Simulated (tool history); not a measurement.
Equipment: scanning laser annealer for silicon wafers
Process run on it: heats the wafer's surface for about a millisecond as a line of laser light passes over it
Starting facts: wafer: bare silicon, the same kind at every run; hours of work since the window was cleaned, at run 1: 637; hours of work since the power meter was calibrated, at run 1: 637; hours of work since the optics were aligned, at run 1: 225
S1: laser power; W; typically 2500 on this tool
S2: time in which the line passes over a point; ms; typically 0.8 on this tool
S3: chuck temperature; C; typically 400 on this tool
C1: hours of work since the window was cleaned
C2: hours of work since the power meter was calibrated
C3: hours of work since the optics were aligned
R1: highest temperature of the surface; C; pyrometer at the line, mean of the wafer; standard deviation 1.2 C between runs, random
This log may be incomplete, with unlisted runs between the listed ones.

{"run": 1, "hour": 0.0, "S1": 2500, "S2": 0.8, "S3": 400, "C1": 637, "C2": 637, "C3": 225, "R1": 1087}
{"run": 2, "hour": 27.2, "S1": 2588, "S2": 0.8, "S3": 400, "C1": 653, "C2": 653, "C3": 241, "R1": 1117}
{"run": 3, "hour": 45.4, "S1": 2588, "S2": 0.8, "S3": 400, "C1": 663, "C2": 663, "C3": 251, "R1": 1118}
{"run": 4, "hour": 86.2, "S1": 2503, "S2": 0.8, "S3": 400, "C1": 687, "C2": 687, "C3": 275, "R1": 1089}
{"run": 5, "hour": 126.6, "S1": 2500, "S2": 0.8, "S3": 422, "C1": 710, "C2": 710, "C3": 298, "R1": 1109}
{"run": 6, "hour": 156.4, "S1": 2500, "S2": 0.8, "S3": 422, "C1": 727, "C2": 727, "C3": 315, "R1": 1109}
{"run": 7, "hour": 173.5, "S1": 2404, "S2": 0.829, "S3": 400, "C1": 737, "C2": 737, "C3": 324, "R1": 1064}
{"hour": 180.2, "done": "laser's power meter calibrated"}
{"run": 8, "hour": 204.7, "S1": 2404, "S2": 0.829, "S3": 400, "C1": 753, "C2": 14, "C3": 341, "R1": 1067}
{"run": 9, "hour": 229.0, "S1": 2404, "S2": 0.683, "S3": 396, "C1": 767, "C2": 28, "C3": 355, "R1": 1006}
{"hour": 259.7, "done": "laser's power meter calibrated, once more"}
{"run": 10, "hour": 271.7, "S1": 2635, "S2": 0.8, "S3": 407, "C1": 789, "C2": 7, "C3": 377, "R1": 1135}
{"run": 11, "hour": 291.1, "S1": 2635, "S2": 0.8, "S3": 407, "C1": 800, "C2": 18, "C3": 388, "R1": 1137}

Estimate the outcome of run 12 from the log above:
{"run": 12, "hour": 324.5, "S1": 2635, "S2": 0.8, "S3": 407, "C1": 819, "C2": 37, "C3": 407, "R1": "?"}

R1: 1136 C
With no hidden state in the tool, this same run would have given R1 1155 C.

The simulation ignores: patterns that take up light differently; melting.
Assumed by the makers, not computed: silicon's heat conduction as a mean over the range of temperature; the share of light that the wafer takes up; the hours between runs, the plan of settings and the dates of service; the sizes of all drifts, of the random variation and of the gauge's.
